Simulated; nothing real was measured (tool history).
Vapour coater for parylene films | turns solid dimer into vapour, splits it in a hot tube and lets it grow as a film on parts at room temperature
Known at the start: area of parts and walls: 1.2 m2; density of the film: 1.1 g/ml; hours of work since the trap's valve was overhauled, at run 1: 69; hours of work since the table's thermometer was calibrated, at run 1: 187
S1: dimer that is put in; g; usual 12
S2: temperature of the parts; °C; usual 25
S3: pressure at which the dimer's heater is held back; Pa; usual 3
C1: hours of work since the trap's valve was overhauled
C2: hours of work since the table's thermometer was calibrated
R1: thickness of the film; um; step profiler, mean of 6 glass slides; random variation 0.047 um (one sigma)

run    hour  S1  S2     S3   C1    C2    R1
  1       0  12  25      3   69   187  5.17
  2    31.4  12  25      3   89   208  5.09
  3    93.6  12  28      3  130   249  4.44
  4   162.7   8  28      3  175   294  2.88
  5   216.1   8  28      3  210   329  2.85
        240  -- trap's valve overhauled
  6   292.8  19  28      3   35   377  7.31
  7   353.1  12  25   5.44   74   416  4.77
  8   403.9  20  25      3  107   450  8.45
  9   472.4  20  25      3  152   494   8.2
 10   515.6  15  25      3  181   523  6.15
 11   548.7  12  25      3  202   545  4.88
        583  -- trap's valve overhauled
 12   626.7  12  17      3   29   593  7.38
 13   668.4  12  25   3.59   56   620   5.1
 14   723.3  12  25   3.59   92   656  5.05
 15   776.6  12  25   8.01  127   691  4.42
 16   833.4   6  20   3.96  164   729  2.97
 17   880.7   7  33   5.28  195   760   1.9
      926.7  -- trap's valve overhauled
 18   932.9   7  33   5.28    4   791  2.05
 19     970  16  25   7.74   28   815  6.24
 20  1014.8  17  25   4.11   58   845  7.12
 21  1068.8  13  31  10.03   93   880  3.64
 22  1123.7  13  31  10.03  129   916  3.62
 23  1183.9  13  31  10.03  169   956  3.55
 24  1256.1   5  33   7.88  216  1003  1.24
       1271  -- trap's valve overhauled
 25    1329   6  27      3   38  1048  2.53
 26    1381  12  24  10.12   72  1082  4.54
 27  1429.3  12  27   4.76  104  1114  4.46
 28    1477   8  25      3  135  1145  3.44

Measured less the same run without the tool's hidden state. The same run-to-run variation is in both; the gauge's scatter may not be:
The hidden state here: vapour lost through the trap's worn valve, %; true temperature of the parts over the reading, C; drift of the gauge itself on film_um, %.
run     R1
  1  -0.16
  2   -0.2
  3  -0.25
  4  -0.22
  5  -0.26
  6  -0.11
  7  -0.15
  8  -0.39
  9  -0.53
 10  -0.47
 11  -0.42
 12  +0.02
 13  -0.04
 14  -0.11
 15  -0.16
 16  -0.16
 17  -0.13
 18  +0.05
 19  +0.07
 20  -0.01
 21  -0.05
 22  -0.11
 23  -0.18
 24  -0.09
 25  +0.05
 26  +0.03
 27  -0.03
 28  -0.07

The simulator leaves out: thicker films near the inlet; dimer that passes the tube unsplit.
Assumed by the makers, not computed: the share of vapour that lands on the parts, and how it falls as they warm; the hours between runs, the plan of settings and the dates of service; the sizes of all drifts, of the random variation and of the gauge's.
